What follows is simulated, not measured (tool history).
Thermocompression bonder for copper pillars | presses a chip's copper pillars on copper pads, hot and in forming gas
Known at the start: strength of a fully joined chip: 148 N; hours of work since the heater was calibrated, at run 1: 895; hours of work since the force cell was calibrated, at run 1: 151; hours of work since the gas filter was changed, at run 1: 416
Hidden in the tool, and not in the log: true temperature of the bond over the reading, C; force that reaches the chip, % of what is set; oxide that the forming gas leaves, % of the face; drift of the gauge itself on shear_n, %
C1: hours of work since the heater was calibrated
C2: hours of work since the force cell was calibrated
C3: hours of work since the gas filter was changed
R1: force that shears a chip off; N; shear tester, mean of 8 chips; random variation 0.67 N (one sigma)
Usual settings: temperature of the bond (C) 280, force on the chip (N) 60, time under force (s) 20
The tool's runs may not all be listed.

{"run": 1, "day": 0.0, "temperature of the bond (C)": 280, "force on the chip (N)": 60, "time under force (s)": 20, "C1": 895, "C2": 151, "C3": 416, "R1": 70.3}
{"run": 2, "day": 0.242, "temperature of the bond (C)": 280, "force on the chip (N)": 60, "time under force (s)": 20, "C1": 897, "C2": 153, "C3": 418, "R1": 71.7}
{"run": 3, "day": 0.571, "temperature of the bond (C)": 280, "force on the chip (N)": 60, "time under force (s)": 20, "C1": 901, "C2": 156, "C3": 421, "R1": 70.8}
{"run": 4, "day": 0.879, "temperature of the bond (C)": 280, "force on the chip (N)": 60, "time under force (s)": 20, "C1": 904, "C2": 159, "C3": 424, "R1": 70.6}
{"run": 5, "day": 1.221, "temperature of the bond (C)": 280, "force on the chip (N)": 60, "time under force (s)": 20, "C1": 907, "C2": 163, "C3": 428, "R1": 70.6}
{"run": 6, "day": 1.6, "temperature of the bond (C)": 280, "force on the chip (N)": 60, "time under force (s)": 42, "C1": 911, "C2": 167, "C3": 432, "R1": 89.5}
{"run": 7, "day": 1.988, "temperature of the bond (C)": 280, "force on the chip (N)": 60, "time under force (s)": 20, "C1": 915, "C2": 170, "C3": 435, "R1": 70.9}
{"run": 8, "day": 2.238, "temperature of the bond (C)": 280, "force on the chip (N)": 60, "time under force (s)": 20, "C1": 917, "C2": 173, "C3": 438, "R1": 70.1}
{"run": 9, "day": 2.433, "temperature of the bond (C)": 270, "force on the chip (N)": 60, "time under force (s)": 20, "C1": 919, "C2": 175, "C3": 440, "R1": 62.9}
{"run": 10, "day": 2.746, "temperature of the bond (C)": 280, "force on the chip (N)": 60, "time under force (s)": 20, "C1": 922, "C2": 178, "C3": 443, "R1": 68.8}
{"run": 11, "day": 3.0, "temperature of the bond (C)": 259, "force on the chip (N)": 60, "time under force (s)": 20, "C1": 925, "C2": 181, "C3": 446, "R1": 54.9}
{"day": 3.221, "done": "forming gas filter changed"}
{"run": 12, "day": 3.412, "temperature of the bond (C)": 259, "force on the chip (N)": 60, "time under force (s)": 20, "C1": 929, "C2": 184, "C3": 2, "R1": 60.7}
{"run": 13, "day": 3.767, "temperature of the bond (C)": 273, "force on the chip (N)": 60, "time under force (s)": 20, "C1": 932, "C2": 188, "C3": 5, "R1": 71.9}
{"run": 14, "day": 4.104, "temperature of the bond (C)": 273, "force on the chip (N)": 60, "time under force (s)": 20, "C1": 936, "C2": 191, "C3": 9, "R1": 71.8}
{"run": 15, "day": 4.312, "temperature of the bond (C)": 273, "force on the chip (N)": 60, "time under force (s)": 20, "C1": 938, "C2": 193, "C3": 11, "R1": 72.1}
{"run": 16, "day": 4.575, "temperature of the bond (C)": 273, "force on the chip (N)": 60, "time under force (s)": 20, "C1": 940, "C2": 196, "C3": 14, "R1": 72.8}
{"run": 17, "day": 4.742, "temperature of the bond (C)": 280, "force on the chip (N)": 60, "time under force (s)": 16, "C1": 942, "C2": 198, "C3": 15, "R1": 71.5}
{"run": 18, "day": 4.996, "temperature of the bond (C)": 280, "force on the chip (N)": 60, "time under force (s)": 30, "C1": 944, "C2": 200, "C3": 18, "R1": 88.0}
{"run": 19, "day": 5.233, "temperature of the bond (C)": 280, "force on the chip (N)": 60, "time under force (s)": 20, "C1": 947, "C2": 203, "C3": 20, "R1": 77.0}
{"run": 20, "day": 5.467, "temperature of the bond (C)": 280, "force on the chip (N)": 63, "time under force (s)": 44, "C1": 949, "C2": 205, "C3": 22, "R1": 99.3}
{"run": 21, "day": 5.7, "temperature of the bond (C)": 285, "force on the chip (N)": 48, "time under force (s)": 34, "C1": 951, "C2": 207, "C3": 25, "R1": 84.9}
{"run": 22, "day": 6.062, "temperature of the bond (C)": 281, "force on the chip (N)": 81, "time under force (s)": 20, "C1": 955, "C2": 211, "C3": 28, "R1": 89.8}
{"run": 23, "day": 6.45, "temperature of the bond (C)": 281, "force on the chip (N)": 83, "time under force (s)": 20, "C1": 959, "C2": 215, "C3": 32, "R1": 92.7}
{"run": 24, "day": 6.642, "temperature of the bond (C)": 305, "force on the chip (N)": 83, "time under force (s)": 41, "C1": 961, "C2": 217, "C3": 34, "R1": 127.6}
{"run": 25, "day": 7.021, "temperature of the bond (C)": 305, "force on the chip (N)": 83, "time under force (s)": 41, "C1": 965, "C2": 220, "C3": 38, "R1": 127.6}
{"run": 26, "day": 7.3, "temperature of the bond (C)": 307, "force on the chip (N)": 60, "time under force (s)": 20, "C1": 967, "C2": 223, "C3": 41, "R1": 98.1}
{"run": 27, "day": 7.696, "temperature of the bond (C)": 268, "force on the chip (N)": 61, "time under force (s)": 31, "C1": 971, "C2": 227, "C3": 45, "R1": 78.7}
{"run": 28, "day": 7.992, "temperature of the bond (C)": 270, "force on the chip (N)": 84, "time under force (s)": 56, "C1": 974, "C2": 230, "C3": 48, "R1": 108.2}
{"run": 29, "day": 8.25, "temperature of the bond (C)": 270, "force on the chip (N)": 84, "time under force (s)": 56, "C1": 977, "C2": 233, "C3": 50, "R1": 109.3}
{"run": 30, "day": 8.454, "temperature of the bond (C)": 294, "force on the chip (N)": 45, "time under force (s)": 12, "C1": 979, "C2": 235, "C3": 52, "R1": 63.5}
{"run": 31, "day": 8.758, "temperature of the bond (C)": 294, "force on the chip (N)": 45, "time under force (s)": 12, "C1": 982, "C2": 238, "C3": 55, "R1": 63.2}
{"run": 32, "day": 9.033, "temperature of the bond (C)": 310, "force on the chip (N)": 67, "time under force (s)": 19, "C1": 985, "C2": 240, "C3": 58, "R1": 104.0}
{"run": 33, "day": 9.267, "temperature of the bond (C)": 310, "force on the chip (N)": 67, "time under force (s)": 19, "C1": 987, "C2": 243, "C3": 60, "R1": 103.8}
{"run": 34, "day": 9.546, "temperature of the bond (C)": 310, "force on the chip (N)": 67, "time under force (s)": 15, "C1": 990, "C2": 246, "C3": 63, "R1": 96.2}
{"run": 35, "day": 9.825, "temperature of the bond (C)": 310, "force on the chip (N)": 67, "time under force (s)": 15, "C1": 993, "C2": 248, "C3": 66, "R1": 96.7}
{"run": 36, "day": 10.083, "temperature of the bond (C)": 291, "force on the chip (N)": 67, "time under force (s)": 15, "C1": 995, "C2": 251, "C3": 68, "R1": 82.6}
{"run": 37, "day": 10.375, "temperature of the bond (C)": 291, "force on the chip (N)": 67, "time under force (s)": 15, "C1": 998, "C2": 254, "C3": 71, "R1": 82.2}
{"run": 38, "day": 10.579, "temperature of the bond (C)": 280, "force on the chip (N)": 67, "time under force (s)": 46, "C1": 1000, "C2": 256, "C3": 73, "R1": 104.5}

Hidden state or all else? Some run-to-run changes of R1, split into what the settings, what came in and random variation would give without the hidden state, and what is left for the hidden state (with any gauge scatter that isn't in both results):
Run 5 -> 6: time under force (s) 20 -> 42. R1 +18.9 N: hidden state -2.3, all else +21.2.
Run 6 -> 7: time under force (s) 42 -> 20. R1 -18.6 N: hidden state +1.9, all else -20.5.
Run 11 -> 12: forming gas filter changed. R1 +5.8 N: hidden state +6.1, all else -0.3.
Run 23 -> 24: temperature of the bond (C) 281 -> 305, time under force (s) 20 -> 41. R1 +34.9 N: hidden state +1.8, all else +33.1.
Run 29 -> 30: temperature of the bond (C) 270 -> 294, force on the chip (N) 84 -> 45, time under force (s) 56 -> 12. R1 -45.8 N: hidden state +1.1, all else -46.9.
Run 31 -> 32: temperature of the bond (C) 294 -> 310, force on the chip (N) 45 -> 67, time under force (s) 12 -> 19. R1 +40.8 N: hidden state -0.8, all else +41.6.
